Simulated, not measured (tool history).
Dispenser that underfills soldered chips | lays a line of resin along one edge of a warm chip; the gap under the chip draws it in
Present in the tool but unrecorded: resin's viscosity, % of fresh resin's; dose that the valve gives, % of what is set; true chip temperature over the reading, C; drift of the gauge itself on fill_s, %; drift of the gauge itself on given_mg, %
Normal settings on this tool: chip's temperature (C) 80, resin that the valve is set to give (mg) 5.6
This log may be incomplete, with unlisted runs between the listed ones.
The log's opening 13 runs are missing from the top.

run	hour	chip's temperature (C)	resin that the valve is set to give (mg)	hours of work since the syringe was changed	hours of work since the valve was cleaned	hours of work since the stage was calibrated	time until the resin shows at the far edge (s)	resin that the valve gave (mg)
# hour 139.4: new syringe of resin
14	149.9	80	4.96	8	28	127	132	4.88
# hour 155.4: new syringe of resin
15	164.6	80	5.6	7	39	138	124.8	5.46
# hour 170.7: new syringe of resin
16	180.2	80	5.6	7	50	149	125	5.41
# hour 186.3: new syringe of resin
17	196.4	80	5.6	8	62	161	127.8	5.38
# hour 201.9: new syringe of resin
18	209	80	5.6	5	71	170	112.8	5.36
# hour 216.9: new syringe of resin
19	220.8	65	5.44	3	80	179	168.4	5.18
# hour 232.9: new syringe of resin
20	234.1	86	5.1	1	90	189	74.3	4.81
# hour 240.5: dispensing valve cleaned and set on the balance
21	243.2	94	5.11	7	2	195	77.4	5.13
# hour 249.3: new syringe of resin
22	257.3	91	5.61	6	12	205	78.9	5.58
# hour 264.9: new syringe of resin
23	275.1	91	5.61	8	26	219	87.4	5.51
# hour 280.7: new syringe of resin
24	285.4	74	4.92	4	33	226	131.4	4.78
25	293.1	73	6.03	9	39	232	176.5	5.9
# hour 296: new syringe of resin
26	308.5	82	6.22	9	50	243	125.1	6.01
# hour 311.1: new syringe of resin
# hour 326.4: new syringe of resin
27	326.4	81	5.83	0	63	256	81.2	5.59
# hour 342.1: new syringe of resin
28	344.1	81	5.34	2	76	269	87.8	5.05
29	355.2	81	5.34	10	85	278	138.5	5.06
# hour 357.5: new syringe of resin
30	364.4	81	5.34	5	91	284	107.2	5.01
# hour 368.5: dispensing valve cleaned and set on the balance
# hour 373.9: new syringe of resin
31	379.6	85	6.72	4	8	295	84.1	6.64
# hour 389.1: new syringe of resin
32	391.2	80	6.85	2	17	303	88.5	6.75
33	399.5	75	7.23	8	23	309	144.1	7.08
# hour 404.8: new syringe of resin
34	415.2	66	6.27	8	34	321	199.8	6.1
# hour 420: new syringe of resin
35	428.2	66	6.27	6	44	330	186.9	6.06
# hour 436.4: new syringe of resin
36	440.8	95	6.27	3	53	340	57.6	6.01

3 ways to go on from here, each from the tool as it stands after run 36. What would each give?
A	450.1	83	6.96	10	60	347	?	?
B	450.1	69	5.78	10	60	347	?	?
C	450.1	70	5.42	10	60	347	?	?

run	time until the resin shows at the far edge (s)	resin that the valve gave (mg)
A	121.7	6.66
B	209	5.52
C	200.5	5.18
Had the tool no hidden state, the same runs would have come out as:
run	time until the resin shows at the far edge (s)	resin that the valve gave (mg)
A	75.1	6.95
B	128.9	5.77
C	123.5	5.41

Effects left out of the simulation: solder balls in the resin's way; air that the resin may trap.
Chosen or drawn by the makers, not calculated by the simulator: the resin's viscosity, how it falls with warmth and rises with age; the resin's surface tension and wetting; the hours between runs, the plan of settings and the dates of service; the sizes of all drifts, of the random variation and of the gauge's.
